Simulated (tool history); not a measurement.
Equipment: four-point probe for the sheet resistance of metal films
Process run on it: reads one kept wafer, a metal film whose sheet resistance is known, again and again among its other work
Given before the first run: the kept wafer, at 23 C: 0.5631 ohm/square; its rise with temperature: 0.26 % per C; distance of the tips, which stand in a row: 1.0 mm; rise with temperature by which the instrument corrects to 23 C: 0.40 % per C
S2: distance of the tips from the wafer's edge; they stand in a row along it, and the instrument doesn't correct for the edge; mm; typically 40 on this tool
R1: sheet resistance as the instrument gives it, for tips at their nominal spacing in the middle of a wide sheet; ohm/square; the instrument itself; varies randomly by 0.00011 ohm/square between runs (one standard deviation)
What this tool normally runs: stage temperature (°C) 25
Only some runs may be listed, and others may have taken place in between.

Run 1, hour 0.0: usual settings. Result: R1 0.553643 ohm/square.
Run 2, hour 39.1: usual settings. Result: R1 0.553478 ohm/square.
Run 3, hour 74.6: usual settings. Result: R1 0.553433 ohm/square.
Run 4, hour 121.5: usual settings but stage temperature (°C) 20. Result: R1 0.557104 ohm/square.
Run 5, hour 171.7: usual settings but S2 9 mm. Result: R1 0.556335 ohm/square.
Run 6, hour 246.2: usual settings but stage temperature (°C) 34. Result: R1 0.546175 ohm/square.
At hour 258.9: new probe head fitted.
Run 7, hour 304.3: usual settings but stage temperature (°C) 34. Result: R1 0.554322 ohm/square.
Run 8, hour 378.8: usual settings but stage temperature (°C) 32. Result: R1 0.555330 ohm/square.
Run 9, hour 420.4: usual settings but S2 26 mm. Result: R1 0.560639 ohm/square.
Run 10, hour 475.7: usual settings but S2 26 mm. Result: R1 0.560425 ohm/square.
Run 11, hour 542.3: usual settings but S2 26 mm. Result: R1 0.560266 ohm/square.
Run 12, hour 617.7: usual settings. Result: R1 0.559575 ohm/square.
Run 13, hour 668.6: usual settings but S2 6 mm. Result: R1 0.567419 ohm/square.
Run 14, hour 715.0: usual settings. Result: R1 0.559129 ohm/square.
Run 15, hour 776.4: usual settings. Result: R1 0.559035 ohm/square.
Run 16, hour 830.3: usual settings. Result: R1 0.558933 ohm/square.
Run 17, hour 910.6: usual settings. Result: R1 0.558674 ohm/square.
Run 18, hour 971.1: usual settings. Result: R1 0.558262 ohm/square.
Run 19, hour 1037.5: usual settings but stage temperature (°C) 22. Result: R1 0.560388 ohm/square.
Run 20, hour 1104.6: usual settings but S2 35 mm. Result: R1 0.557560 ohm/square.
Run 21, hour 1176.3: usual settings but S2 35 mm. Result: R1 0.557538 ohm/square.
Run 22, hour 1222.5: usual settings but stage temperature (°C) 23, S2 13 mm. Result: R1 0.560402 ohm/square.
Run 23, hour 1267.4: usual settings but stage temperature (°C) 20, S2 3 mm. Result: R1 0.592437 ohm/square.
Run 24, hour 1317.4: usual settings but stage temperature (°C) 20, S2 3 mm. Result: R1 0.592221 ohm/square.
Run 25, hour 1378.9: usual settings but stage temperature (°C) 21, S2 14 mm. Result: R1 0.561117 ohm/square.
Run 26, hour 1440.4: usual settings but stage temperature (°C) 21, S2 14 mm. Result: R1 0.560969 ohm/square.
Run 27, hour 1485.6: usual settings but stage temperature (°C) 21, S2 14 mm. Result: R1 0.560707 ohm/square.
Run 28, hour 1553.7: usual settings but stage temperature (°C) 30, S2 7 mm. Result: R1 0.558015 ohm/square.

The next listed run, before its measurement:
Run 29, hour 1615.6: usual settings but stage temperature (°C) 30, S2 37 mm. Result: R1 ?.

R1: 0.551920 ohm/square
With the hidden condition absent and the run-to-run variation left alone, this run would have shown R1 0.557908 ohm/square.
